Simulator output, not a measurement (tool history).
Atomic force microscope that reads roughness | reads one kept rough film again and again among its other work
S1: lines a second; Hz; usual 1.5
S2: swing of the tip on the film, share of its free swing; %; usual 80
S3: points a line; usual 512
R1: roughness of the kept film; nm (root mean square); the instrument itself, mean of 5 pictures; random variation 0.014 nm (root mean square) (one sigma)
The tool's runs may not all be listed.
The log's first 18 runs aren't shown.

run 19 hour=283 | S1=1.5 S2=80 S3=345 | R1=3.317
-- hour=297.5 new tip fitted
run 20 hour=302.3 | S1=0.52 S2=69 S3=282 | R1=3.547
run 21 hour=318.1 | S1=0.52 S2=69 S3=282 | R1=3.536
run 22 hour=326.8 | S1=1.72 S2=68 S3=349 | R1=3.411
run 23 hour=337.9 | S1=1.72 S2=68 S3=349 | R1=3.446
run 24 hour=356.8 | S1=1.76 S2=75 S3=718 | R1=3.351
run 25 hour=369.5 | S1=1.76 S2=75 S3=839 | R1=3.315
run 26 hour=388.3 | S1=1.76 S2=75 S3=839 | R1=3.343
run 27 hour=400.1 | S1=1.5 S2=61 S3=512 | R1=3.5
run 28 hour=411.4 | S1=3.9 S2=84 S3=568 | R1=2.857
run 29 hour=426.1 | S1=1.67 S2=58 S3=260 | R1=3.493
run 30 hour=435.4 | S1=1.67 S2=58 S3=260 | R1=3.485
run 31 hour=447.6 | S1=1.5 S2=68 S3=484 | R1=3.41
run 32 hour=468.3 | S1=1.31 S2=63 S3=312 | R1=3.491
run 33 hour=479.4 | S1=1.31 S2=63 S3=561 | R1=3.481
run 34 hour=500.2 | S1=1.5 S2=80 S3=289 | R1=3.299
run 35 hour=511.7 | S1=1.5 S2=80 S3=289 | R1=3.33
run 36 hour=522.3 | S1=1.5 S2=80 S3=404 | R1=3.315

Forecast each of these 5 alternatives for the next run:
run A hour=542.7 | S1=3.23 S2=83 S3=960 | R1=?
run B hour=542.7 | S1=2.08 S2=80 S3=433 | R1=?
run C hour=542.7 | S1=0.89 S2=67 S3=310 | R1=?
run D hour=542.7 | S1=0.92 S2=57 S3=383 | R1=?
run E hour=542.7 | S1=1.8 S2=63 S3=721 | R1=?

run=A R1=2.99
run=B R1=3.23
run=C R1=3.496
run=D R1=3.535
run=E R1=3.463
Without the tool's hidden state the same runs would have given:
run=A R1=2.995
run=B R1=3.235
run=C R1=3.501
run=D R1=3.54
run=E R1=3.468
